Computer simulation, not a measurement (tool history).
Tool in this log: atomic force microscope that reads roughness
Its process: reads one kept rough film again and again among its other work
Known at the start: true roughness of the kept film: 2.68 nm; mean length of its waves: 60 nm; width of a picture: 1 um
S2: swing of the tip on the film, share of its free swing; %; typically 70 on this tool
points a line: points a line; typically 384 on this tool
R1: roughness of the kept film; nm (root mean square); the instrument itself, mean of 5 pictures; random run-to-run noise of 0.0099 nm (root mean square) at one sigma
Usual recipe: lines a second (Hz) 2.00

{"run": 1, "hour": 0.0, "lines a second (Hz)": 2.0, "S2": 70, "points a line": 384, "R1": 2.419}
{"run": 2, "hour": 40.4, "lines a second (Hz)": 2.0, "S2": 70, "points a line": 384, "R1": 2.418}
{"hour": 62.3, "done": "new tip fitted"}
{"run": 3, "hour": 62.3, "lines a second (Hz)": 2.0, "S2": 71, "points a line": 384, "R1": 2.403}
{"run": 4, "hour": 87.4, "lines a second (Hz)": 2.0, "S2": 71, "points a line": 384, "R1": 2.423}
{"run": 5, "hour": 113.5, "lines a second (Hz)": 2.0, "S2": 85, "points a line": 384, "R1": 2.217}
{"run": 6, "hour": 152.4, "lines a second (Hz)": 2.0, "S2": 85, "points a line": 384, "R1": 2.217}
{"run": 7, "hour": 191.8, "lines a second (Hz)": 2.0, "S2": 85, "points a line": 384, "R1": 2.203}
{"run": 8, "hour": 214.7, "lines a second (Hz)": 2.0, "S2": 85, "points a line": 384, "R1": 2.205}
{"run": 9, "hour": 249.2, "lines a second (Hz)": 2.0, "S2": 70, "points a line": 693, "R1": 2.419}
{"run": 10, "hour": 285.5, "lines a second (Hz)": 2.0, "S2": 59, "points a line": 384, "R1": 2.522}
{"hour": 300.8, "done": "new tip fitted"}
{"run": 11, "hour": 304.7, "lines a second (Hz)": 2.0, "S2": 70, "points a line": 384, "R1": 2.439}
{"run": 12, "hour": 333.6, "lines a second (Hz)": 2.0, "S2": 81, "points a line": 384, "R1": 2.282}
{"run": 13, "hour": 371.3, "lines a second (Hz)": 0.63, "S2": 77, "points a line": 313, "R1": 2.554}
{"run": 14, "hour": 391.1, "lines a second (Hz)": 2.0, "S2": 81, "points a line": 973, "R1": 2.301}
{"run": 15, "hour": 429.9, "lines a second (Hz)": 1.98, "S2": 72, "points a line": 973, "R1": 2.399}

Run 16 is up next; what results do you expect?
{"run": 16, "hour": 447.3, "lines a second (Hz)": 0.55, "S2": 72, "points a line": 973, "R1": "?"}

{"run 16": {"R1": 2.585}}
On a tool with no hidden condition, and with the same random variation, this run would have come out at R1 2.586 nm (root mean square).

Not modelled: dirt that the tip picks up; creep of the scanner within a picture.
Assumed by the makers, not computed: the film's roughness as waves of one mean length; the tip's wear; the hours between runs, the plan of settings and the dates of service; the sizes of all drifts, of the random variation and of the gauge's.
